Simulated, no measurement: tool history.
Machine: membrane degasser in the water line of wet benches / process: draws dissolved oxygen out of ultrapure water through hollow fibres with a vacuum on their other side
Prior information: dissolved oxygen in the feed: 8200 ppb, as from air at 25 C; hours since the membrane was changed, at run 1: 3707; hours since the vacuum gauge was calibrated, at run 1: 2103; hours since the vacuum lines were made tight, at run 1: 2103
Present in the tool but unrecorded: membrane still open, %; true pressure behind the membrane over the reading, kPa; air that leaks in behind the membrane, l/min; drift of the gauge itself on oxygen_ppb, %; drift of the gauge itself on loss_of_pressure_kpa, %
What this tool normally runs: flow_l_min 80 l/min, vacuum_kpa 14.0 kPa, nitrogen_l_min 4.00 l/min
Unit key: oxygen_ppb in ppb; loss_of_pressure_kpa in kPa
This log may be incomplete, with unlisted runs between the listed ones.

run,hour,flow_l_min,vacuum_kpa,nitrogen_l_min,hours since the membrane was changed,hours since the vacuum gauge was calibrated,hours since the vacuum lines were made tight,oxygen_ppb,loss_of_pressure_kpa
1,0.0,80,14.0,4.00,3707,2103,2103,486.0,68.61
2,89.0,80,14.0,4.00,3796,2192,2192,483.6,68.14
3,165.4,80,14.0,4.00,3873,2269,2269,484.7,68.28
4,282.6,112,14.0,4.00,3990,2386,2386,701.7,95.50
5,359.2,80,14.0,4.22,4066,2463,2463,463.4,68.20
6,450.4,80,14.0,4.00,4157,2554,2554,482.4,68.62
7,518.0,80,14.0,4.00,4225,2621,2621,481.7,68.11
8,592.8,80,14.0,4.00,4300,2696,2696,489.5,68.42
9,676.9,80,14.0,4.00,4384,2780,2780,480.0,68.17
10,749.3,80,14.0,2.68,4456,2853,2853,662.5,67.67
11,847.4,80,14.0,2.68,4555,2951,2951,668.3,68.45
12,910.0,80,14.0,2.68,4617,3013,3013,665.3,68.64
13,1028.8,78,32.7,5.38,4736,3132,3132,905.2,66.44
# hour 1099.4: seals of the vacuum lines changed
14,1113.2,78,9.1,2.70,4818,3215,14,367.1,67.11
# hour 1179.8: vacuum gauge calibrated
15,1181.1,101,23.5,5.20,4886,1,81,884.2,86.25
16,1278.4,72,20.3,4.00,4983,99,179,657.7,61.30
17,1364.6,123,12.9,2.46,5069,185,265,988.9,104.91
18,1460.9,72,14.0,2.51,5166,281,361,632.2,61.15
19,1583.1,72,14.0,2.51,5288,403,483,626.5,61.47
20,1680.9,80,9.0,5.08,5386,501,581,233.3,68.30
21,1787.9,80,9.0,5.08,5492,608,688,233.0,68.41

Across each entry between runs, compare the hidden state at the last listed run before it with the hidden state at the first listed run after it:
Run 13 -> run 14: seals of the vacuum lines changed (hour 1099.4)
  air that leaks in behind the membrane, l/min: 0.0024 -> 0.002
Run 14 -> run 15: vacuum gauge calibrated (hour 1179.8)
  the hidden state is the same at both runs

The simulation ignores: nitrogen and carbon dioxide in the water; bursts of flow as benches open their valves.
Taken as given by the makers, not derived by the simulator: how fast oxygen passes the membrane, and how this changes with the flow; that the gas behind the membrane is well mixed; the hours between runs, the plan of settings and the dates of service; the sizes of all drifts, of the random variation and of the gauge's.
